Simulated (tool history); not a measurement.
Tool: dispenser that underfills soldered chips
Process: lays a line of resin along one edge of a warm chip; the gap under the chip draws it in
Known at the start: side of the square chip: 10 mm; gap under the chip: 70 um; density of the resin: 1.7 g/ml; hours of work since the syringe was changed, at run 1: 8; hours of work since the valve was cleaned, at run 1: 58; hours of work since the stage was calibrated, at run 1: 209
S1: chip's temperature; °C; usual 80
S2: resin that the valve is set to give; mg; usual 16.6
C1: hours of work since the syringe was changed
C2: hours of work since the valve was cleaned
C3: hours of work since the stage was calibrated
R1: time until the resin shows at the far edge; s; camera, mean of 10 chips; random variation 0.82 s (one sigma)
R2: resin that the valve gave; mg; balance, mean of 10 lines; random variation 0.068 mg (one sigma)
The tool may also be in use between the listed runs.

run   hour  S1    S2  C1   C2   C3     R1     R2
  1      0  80  16.6   8   58  209  121.4   16.1
  2    4.8  80  16.6  11   61  212  145.4  15.98
       6.2  -- new syringe of resin
  3   11.9  80  16.6   4   66  217   99.7  15.96
  4   17.9  80  16.6   8   70  221  126.9  15.93
  5   21.5  80  16.6  11   73  224  146.4  15.88
        23  -- new syringe of resin
  6   27.8  71  16.6   4   77  228  151.4  15.81
  7   32.1  80  16.9   7   80  231  113.3  16.06
  8   37.2  80  16.9  10   84  235  136.9  16.23
      39.9  -- new syringe of resin
  9   41.9  80  16.9   2   87  238   89.4  16.09
 10   47.1  80  16.9   5   91  242  108.3  16.01
 11     51  90  16.9   8   94  245   78.4  15.77
        57  -- new syringe of resin
 12   58.1  78  16.6   1   99  250   93.1   15.5
 13     64  80  16.6   5  103  254  107.8  15.49
 14   67.2  85  18.1   7  105  256   91.6  16.99
      73.9  -- new syringe of resin
 15   73.9  75  14.3   0  110  261  114.7  13.41
 16   79.9  93  16.5   4  114  265   55.5  15.24
 17   84.9  93  16.7   8  118  269   68.6  15.48
 18   88.9  82  17.3  11  121  272  131.5  15.99
      90.6  -- new syringe of resin
 19   95.2  73  19.9   3  125  276  136.1  18.26
 20  100.4  73  19.9   7  129  280  167.2   18.3
       105  -- dispensing valve cleaned and set on the balance
 21  106.6  73  19.9  11    1  283    198  19.99
     108.7  -- new syringe of resin
 22  113.8  67  15.2   4    6  288  196.8  15.19
 23  117.7  69  16.6   6    9  291  202.5  16.56
 24  124.2  69  16.6  11   14  296  257.6  16.49
     125.5  -- new syringe of resin
 25  128.2  72  21.4   2   16  299  133.3  21.16
 26  133.2  76  21.4   6   20  302  130.9  21.03

Forecast each of these 5 alternatives for the next run:
  A  139.8  84  17.5  10  25  307   ?   ?
  B  139.8  78    16  10  25  307   ?   ?
  C  139.8  79  15.4  10  25  307   ?   ?
  D  139.8  67  15.2  10  25  307   ?   ?
  E  139.8  82  19.9  10  25  307   ?   ?

run     R1     R2
  A  115.4  17.14
  B  159.1  15.76
  C  152.1  15.12
  D  285.7  14.91
  E  123.8  19.63
Without the tool's hidden state the same runs would have given:
run    R1     R2
  A  62.2   17.4
  B  85.3     16
  C  81.6  15.35
  D   152  15.14
  E  66.7  19.93

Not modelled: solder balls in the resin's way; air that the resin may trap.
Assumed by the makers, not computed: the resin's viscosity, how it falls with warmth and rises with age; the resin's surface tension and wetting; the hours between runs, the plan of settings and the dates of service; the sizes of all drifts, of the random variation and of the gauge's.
